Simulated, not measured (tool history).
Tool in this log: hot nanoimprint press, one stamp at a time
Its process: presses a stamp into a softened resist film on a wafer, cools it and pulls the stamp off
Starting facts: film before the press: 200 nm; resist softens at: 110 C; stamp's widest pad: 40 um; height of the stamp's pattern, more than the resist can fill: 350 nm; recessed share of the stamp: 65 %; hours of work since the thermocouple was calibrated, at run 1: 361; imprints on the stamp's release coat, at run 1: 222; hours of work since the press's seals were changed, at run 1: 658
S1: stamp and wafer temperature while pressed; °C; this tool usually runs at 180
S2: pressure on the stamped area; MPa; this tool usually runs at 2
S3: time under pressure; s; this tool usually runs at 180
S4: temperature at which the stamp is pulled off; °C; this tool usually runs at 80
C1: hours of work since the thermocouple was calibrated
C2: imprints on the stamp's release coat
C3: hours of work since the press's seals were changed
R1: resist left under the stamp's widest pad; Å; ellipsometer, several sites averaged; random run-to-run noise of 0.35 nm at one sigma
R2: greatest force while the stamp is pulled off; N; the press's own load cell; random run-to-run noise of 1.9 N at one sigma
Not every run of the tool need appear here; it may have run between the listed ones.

{"run": 1, "day": 0.0, "S1": 180, "S2": 2, "S3": 180, "S4": 80, "C1": 361, "C2": 222, "C3": 658, "R1": 844, "R2": 134}
{"run": 2, "day": 0.8, "S1": 180, "S2": 1.89, "S3": 180, "S4": 80, "C1": 376, "C2": 276, "C3": 673, "R1": 863, "R2": 135}
{"run": 3, "day": 1.554, "S1": 180, "S2": 1.89, "S3": 180, "S4": 80, "C1": 390, "C2": 326, "C3": 688, "R1": 868, "R2": 137}
{"run": 4, "day": 2.546, "S1": 180, "S2": 1.36, "S3": 180, "S4": 80, "C1": 409, "C2": 393, "C3": 707, "R1": 988, "R2": 137}
{"run": 5, "day": 3.462, "S1": 180, "S2": 2, "S3": 180, "S4": 80, "C1": 426, "C2": 454, "C3": 724, "R1": 839, "R2": 139}
{"run": 6, "day": 4.188, "S1": 180, "S2": 2, "S3": 180, "S4": 80, "C1": 440, "C2": 503, "C3": 738, "R1": 837, "R2": 142}
{"run": 7, "day": 4.683, "S1": 180, "S2": 2, "S3": 326, "S4": 80, "C1": 450, "C2": 536, "C3": 747, "R1": 651, "R2": 141}
{"run": 8, "day": 5.412, "S1": 176, "S2": 2, "S3": 326, "S4": 80, "C1": 463, "C2": 585, "C3": 761, "R1": 811, "R2": 138}
{"run": 9, "day": 6.358, "S1": 180, "S2": 1.41, "S3": 180, "S4": 80, "C1": 481, "C2": 648, "C3": 779, "R1": 959, "R2": 142}
{"run": 10, "day": 6.933, "S1": 180, "S2": 2.74, "S3": 180, "S4": 70, "C1": 492, "C2": 687, "C3": 790, "R1": 726, "R2": 161}
{"run": 11, "day": 7.75, "S1": 180, "S2": 2.74, "S3": 180, "S4": 70, "C1": 508, "C2": 742, "C3": 805, "R1": 720, "R2": 163}
{"day": 8.362, "done": "plate thermocouple calibrated"}
{"run": 12, "day": 8.842, "S1": 180, "S2": 2.74, "S3": 180, "S4": 70, "C1": 9, "C2": 806, "C3": 824, "R1": 799, "R2": 171}
{"run": 13, "day": 9.75, "S1": 180, "S2": 1.36, "S3": 180, "S4": 65, "C1": 26, "C2": 867, "C3": 841, "R1": 1053, "R2": 183}
{"run": 14, "day": 10.567, "S1": 186, "S2": 1.85, "S3": 165, "S4": 72, "C1": 42, "C2": 922, "C3": 856, "R1": 712, "R2": 168}
{"run": 15, "day": 11.075, "S1": 186, "S2": 1.85, "S3": 165, "S4": 72, "C1": 51, "C2": 956, "C3": 866, "R1": 707, "R2": 168}
{"run": 16, "day": 11.829, "S1": 189, "S2": 1.85, "S3": 165, "S4": 83, "C1": 66, "C2": 1007, "C3": 880, "R1": 603, "R2": 144}
{"run": 17, "day": 12.688, "S1": 172, "S2": 2.19, "S3": 165, "S4": 84, "C1": 82, "C2": 1064, "C3": 896, "R1": 1318, "R2": 142}
{"run": 18, "day": 13.717, "S1": 172, "S2": 2.19, "S3": 165, "S4": 84, "C1": 102, "C2": 1133, "C3": 916, "R1": 1312, "R2": 144}

Forecast each of these 3 alternatives for the next run:
{"run": "A", "day": 14.442, "S1": 172, "S2": 1.27, "S3": 165, "S4": 84, "C1": 115, "C2": 1182, "C3": 930, "R1": "?", "R2": "?"}
{"run": "B", "day": 14.442, "S1": 178, "S2": 2.19, "S3": 117, "S4": 87, "C1": 115, "C2": 1182, "C3": 930, "R1": "?", "R2": "?"}
{"run": "C", "day": 14.442, "S1": 176, "S2": 2, "S3": 180, "S4": 80, "C1": 115, "C2": 1182, "C3": 930, "R1": "?", "R2": "?"}

run=A R1=1503 R2=143
run=B R1=1118 R2=133
run=C R1=1095 R2=151
Had the tool no hidden state, the same runs would have come out as:
run=A R1=1511 R2=124
run=B R1=1113 R2=116
run=C R1=1094 R2=131

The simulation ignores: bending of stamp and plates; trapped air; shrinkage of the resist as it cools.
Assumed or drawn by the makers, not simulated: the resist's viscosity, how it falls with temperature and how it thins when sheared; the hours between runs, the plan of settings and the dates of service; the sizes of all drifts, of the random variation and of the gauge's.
